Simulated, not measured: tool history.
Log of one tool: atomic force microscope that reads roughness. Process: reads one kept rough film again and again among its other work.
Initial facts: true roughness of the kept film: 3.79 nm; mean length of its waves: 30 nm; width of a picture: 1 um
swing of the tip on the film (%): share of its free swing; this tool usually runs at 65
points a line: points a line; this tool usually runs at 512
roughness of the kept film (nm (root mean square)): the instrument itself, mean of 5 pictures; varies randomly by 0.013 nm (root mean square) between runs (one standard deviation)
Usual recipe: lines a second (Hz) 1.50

run,hour,lines a second (Hz),swing of the tip on the film (%),points a line,roughness of the kept film (nm (root mean square))
1,0.0,1.50,65,512,3.166
# hour 7.6: new tip fitted
2,20.8,1.50,65,512,3.160
3,37.2,1.50,65,512,3.156
4,59.6,1.50,65,512,3.170
# hour 63.5: new tip fitted
5,82.2,1.50,71,512,3.090
6,103.4,1.50,71,512,3.107
# hour 119.1: new tip fitted
7,127.1,1.50,76,512,3.033
8,147.1,1.50,65,854,3.186
9,161.7,1.50,65,512,3.184
# hour 175.2: new tip fitted
10,175.4,3.23,65,512,2.972
11,195.2,1.50,65,647,3.165
12,214.8,1.50,65,647,3.173
# hour 230.2: new tip fitted
13,230.2,1.50,65,647,3.201
14,255.3,1.50,65,471,3.203
15,281.9,1.50,65,471,3.181
# hour 285.4: new tip fitted
16,303.4,1.50,75,512,3.038
17,318.9,1.50,65,512,3.152
18,331.4,1.50,65,512,3.189
# hour 341.5: new tip fitted
19,350.8,1.50,65,519,3.178
20,379.3,1.50,65,519,3.171
21,391.1,2.38,62,273,3.064
# hour 398.6: new tip fitted
22,407.0,3.40,62,512,3.009
23,426.4,0.84,79,727,3.119
24,442.2,0.91,65,904,3.259
# hour 454.2: new tip fitted
25,458.5,0.63,86,690,3.138
26,480.2,0.63,86,690,3.121
27,494.1,0.63,86,690,3.124
# hour 509.3: new tip fitted
28,520.6,2.75,79,335,2.691
29,540.8,1.10,65,743,3.248
# hour 564.4: new tip fitted
30,567.8,2.98,65,925,3.003
31,585.7,1.50,76,804,2.999
32,611.1,1.50,76,438,3.003
# hour 620.3: new tip fitted
33,632.6,2.06,85,294,2.680
34,658.4,2.06,85,294,2.681
# hour 675.7: new tip fitted
35,681.5,2.06,85,294,2.686
36,702.4,2.06,85,294,2.645
37,714.2,1.50,65,590,3.174
38,727.8,1.96,65,713,3.122
# hour 732.1: new tip fitted
39,745.4,1.96,65,713,3.124
40,761.4,1.96,65,713,3.098

Predict each of these 3 candidate next runs independently; none follows another, all start after run 40:
# hour 787.7: new tip fitted
A,790.4,2.72,56,512,?
# hour 787.7: new tip fitted
B,790.4,1.50,65,512,?
# hour 787.7: new tip fitted
C,790.4,3.50,85,401,?

run,roughness of the kept film (nm (root mean square))
A,3.178
B,3.173
C,2.345
Had the tool no hidden state, the same runs would have come out as:
run,roughness of the kept film (nm (root mean square))
A,3.180
B,3.175
C,2.347
